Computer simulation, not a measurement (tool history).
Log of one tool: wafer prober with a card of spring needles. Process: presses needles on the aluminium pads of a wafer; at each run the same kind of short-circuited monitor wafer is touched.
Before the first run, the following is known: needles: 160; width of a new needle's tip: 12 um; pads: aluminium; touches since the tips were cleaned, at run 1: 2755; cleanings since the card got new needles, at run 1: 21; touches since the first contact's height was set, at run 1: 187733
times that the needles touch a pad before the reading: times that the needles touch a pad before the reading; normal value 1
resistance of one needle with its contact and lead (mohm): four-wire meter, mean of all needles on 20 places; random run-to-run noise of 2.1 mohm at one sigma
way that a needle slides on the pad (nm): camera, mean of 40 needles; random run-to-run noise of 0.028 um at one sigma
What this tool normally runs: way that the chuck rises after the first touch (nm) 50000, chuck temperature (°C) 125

run   hour  way that the chuck rises after the first touch (nm)  chuck temperature (°C)  times that the needles touch a pad before the reading  touches since the tips were cleaned  cleanings since the card got new needles  touches since the first contact's height was set  resistance of one needle with its contact and lead (mohm)  way that a needle slides on the pad (nm)
  1      0                                                50000                     125                                                      1                                 2755                                        21                                            187733                                                        337                                     10660
  2   13.7                                                50000                     125                                                      1                                 7101                                        21                                            192079                                                        391                                     10640
      15.6  -- tips cleaned on abrasive film
  3   31.3                                                50000                     125                                                      1                                 4948                                        22                                            197604                                                        454                                     10360
      39.7  -- tips cleaned on abrasive film
  4   45.9                                                50000                     125                                                      1                                 1973                                        23                                            202209                                                        310                                     10360
  5   57.5                                                50000                      25                                                      1                                 5651                                        23                                            205887                                                        377                                     10360
      63.7  -- tips cleaned on abrasive film
  6   68.5                                                50000                      25                                                      1                                 1522                                        24                                            209346                                                        288                                     10320
      87.8  -- tips cleaned on abrasive film
  7   89.3                                                50000                      86                                                      1                                  448                                        25                                            215885                                                        265                                     10290
  8  101.6                                                39000                     125                                                      1                                 4366                                        25                                            219803                                                        465                                      7810
     112.7  -- tips cleaned on abrasive film
  9  121.7                                                39000                     125                                                      2                                 2856                                        26                                            226128                                                        336                                      7860
     130.4  -- tips cleaned on abrasive film, once more
 10  140.7                                                39000                      54                                                      2                                 3272                                        27                                            232128                                                        350                                      7830
 11  151.7                                                56000                      60                                                      2                                 6738                                        27                                            235594                                                        306                                     11580
     154.4  -- tips cleaned on abrasive film
     165.3  -- height of the first contact set anew
 12  169.2                                                35000                      95                                                      1                                 4595                                        28                                              1237                                                        491                                      7760
 13    178                                                36000                      62                                                      1                                 7371                                        28                                              4013                                                        531                                      8030
     179.1  -- tips cleaned on abrasive film
 14  187.8                                                51000                      30                                                      2                                 2759                                        29                                              7093                                                        269                                     11270
     203.6  -- tips cleaned on abrasive film
 15    205                                                51000                      30                                                      2                                  465                                        30                                             12515                                                        223                                     11330
 16  214.1                                                51000                      30                                                      2                                 3330                                        30                                             15380                                                        272                                     11310
     227.3  -- tips cleaned on abrasive film
 17    228                                                31000                     108                                                      2                                  202                                        31                                             19748                                                        283                                      6800
 18    247                                                39000                      96                                                      1                                 6219                                        31                                             25765                                                        475                                      8600
     252.2  -- tips cleaned on abrasive film
 19  256.8                                                39000                      96                                                      1                                 1443                                        32                                             28846                                                        342                                      8570

Each row is a separate what-if for the run after 19, all from the same tool condition, not one after another. Results?
  A  269.8                                                60000                     125                                                      1                                 5552                                        32                                             32955                                                          ?                                         ?
  B  269.8                                                50000                      28                                                      1                                 5552                                        32                                             32955                                                          ?                                         ?
  C  269.8                                                55000                     125                                                      1                                 5552                                        32                                             32955                                                          ?                                         ?
  D  269.8                                                41000                      66                                                      1                                 5552                                        32                                             32955                                                          ?                                         ?

run  resistance of one needle with its contact and lead (mohm)  way that a needle slides on the pad (nm)
  A                                                        334                                     13250
  B                                                        379                                     11000
  C                                                        351                                     12150
  D                                                        452                                      9010
What these runs would have given with no unlogged condition in the tool:
run  resistance of one needle with its contact and lead (mohm)  way that a needle slides on the pad (nm)
  A                                                        226                                     13340
  B                                                        206                                     11100
  C                                                        226                                     12250
  D                                                        221                                      9110
